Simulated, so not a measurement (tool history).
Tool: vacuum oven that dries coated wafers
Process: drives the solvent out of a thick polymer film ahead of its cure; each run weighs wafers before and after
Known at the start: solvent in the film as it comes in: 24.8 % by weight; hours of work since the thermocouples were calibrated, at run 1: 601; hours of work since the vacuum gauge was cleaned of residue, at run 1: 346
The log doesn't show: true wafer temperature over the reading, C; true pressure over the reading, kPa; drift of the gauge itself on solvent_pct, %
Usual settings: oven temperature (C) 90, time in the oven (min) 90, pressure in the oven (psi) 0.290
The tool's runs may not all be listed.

run   hour  oven temperature (C)  time in the oven (min)  pressure in the oven (psi)  hours of work since the thermocouples were calibrated  hours of work since the vacuum gauge was cleaned of residue  solvent left in the film (%)
  1    0.0                    90                      90                       0.290                                                    601                                                          346                          3.60
  2   23.6                    99                      90                       0.290                                                    613                                                          358                          1.67
  3   61.1                    90                      90                       0.290                                                    632                                                          377                          3.67
  4   89.2                    90                      90                       0.290                                                    646                                                          391                          3.67
  5  107.3                    90                      90                       0.290                                                    656                                                          401                          3.65
  6  138.1                    90                      90                       0.290                                                    671                                                          416                          3.63
  7  174.0                    99                      90                       0.290                                                    690                                                          435                          1.69
  8  211.6                    99                      90                       0.290                                                    709                                                          454                          1.69
  9  232.8                    99                      90                       0.290                                                    720                                                          465                          1.66
 10  263.7                    76                      90                       0.290                                                    736                                                          481                          9.57
 11  283.5                    90                      90                       0.290                                                    746                                                          491                          3.73
 12  309.6                    96                      90                       0.290                                                    759                                                          504                          2.12
 13  344.9                    90                      90                       0.290                                                    777                                                          522                          3.72
 14  376.0                    90                      90                       0.290                                                    793                                                          538                          3.62
 15  414.2                    94                      90                       0.290                                                    813                                                          558                          2.62
 16  444.3                    94                      90                       0.290                                                    828                                                          573                          2.55
 17  477.9                    99                      78                       0.409                                                    845                                                          590                          2.45
 18  518.0                    99                      78                       0.409                                                    866                                                          611                          2.39
 19  534.6                    95                     152                       0.361                                                    874                                                          619                          1.91
 20  559.4                    95                      66                       0.151                                                    887                                                          632                          2.97
 21  594.5                   102                      90                       0.160                                                    905                                                          650                          0.84
 22  618.8                   102                      90                       0.160                                                    918                                                          662                          0.73
 23  642.1                   102                      90                       0.207                                                    929                                                          674                          0.91
 24  678.3                   102                      90                       0.207                                                    948                                                          693                          1.09
 25  704.7                   102                      90                       0.207                                                    962                                                          706                          1.09
 26  722.4                   102                      90                       0.207                                                    971                                                          716                          1.01
 27  758.2                    99                     151                       0.579                                                    989                                                          734                          2.35
 28  782.8                    92                      67                       0.421                                                   1002                                                          746                          5.11
 29  800.1                    83                      65                       0.191                                                   1010                                                          755                          8.01
 30  832.8                    95                      52                       0.696                                                   1027                                                          772                          6.32

4 ways to go on from here, each from the tool as it stands after run 30. What would each give?
  A  857.8                    98                     156                       0.160                                                   1040                                                          785                             ?
  B  857.8                   103                      62                       0.696                                                   1040                                                          785                             ?
  C  857.8                    94                      55                       0.379                                                   1040                                                          785                             ?
  D  857.8                    91                      98                       0.828                                                   1040                                                          785                             ?

run  solvent left in the film (%)
  A                          0.66
  B                          3.17
  C                          5.13
  D                          5.67
Without the tool's hidden state the same runs would have given:
run  solvent left in the film (%)
  A                          0.66
  B                          3.18
  C                          5.15
  D                          5.69
